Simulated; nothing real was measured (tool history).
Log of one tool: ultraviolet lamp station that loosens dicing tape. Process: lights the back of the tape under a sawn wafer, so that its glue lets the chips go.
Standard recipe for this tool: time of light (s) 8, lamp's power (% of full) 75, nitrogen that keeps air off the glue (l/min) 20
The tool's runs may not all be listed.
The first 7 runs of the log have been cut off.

run   hour  time of light (s)  lamp's power (% of full)  nitrogen that keeps air off the glue (l/min)  force that peels the tape off (N)  light that reached the tape (mJ/cm²)
  8  116.3                  8                        75                                            14                              1.543                                   197
  9  127.5                  8                        75                                            20                              1.297                                   194
 10  146.9                  8                        75                                            10                              1.867                                   196
 11  163.3                  8                        75                                            10                              1.812                                   200
 12  182.7                  8                        75                                            10                              1.856                                   193
 13  194.0                  8                        75                                            10                              1.921                                   193
 14  204.8                  8                        75                                            33                              1.081                                   192
 15  223.1                  8                        75                                            33                              1.090                                   194
 16  232.8                  8                        75                                            33                              1.081                                   192
 17  246.9                  8                        75                                            33                              1.136                                   193
 18  263.4                  8                        75                                            33                              1.150                                   187
 19  284.4                 10                        75                                            33                              0.712                                   229
 20  304.0                  6                        75                                            20                              2.321                                   144
 21  324.3                  6                        75                                            20                              2.322                                   139
 22  335.6                  6                        75                                            20                              2.328                                   139
 23  348.4                 13                        83                                            20                              0.392                                   340

The next listed run, before its measurement:
 24  365.2                 15                        77                                            13                                  ?                                     ?

Run 24 measured force that peels the tape off (N) 0.446, light that reached the tape (mJ/cm²) 355.
Without the tool's hidden state the same run would have given force that peels the tape off (N) 0.244, light that reached the tape (mJ/cm²) 450.
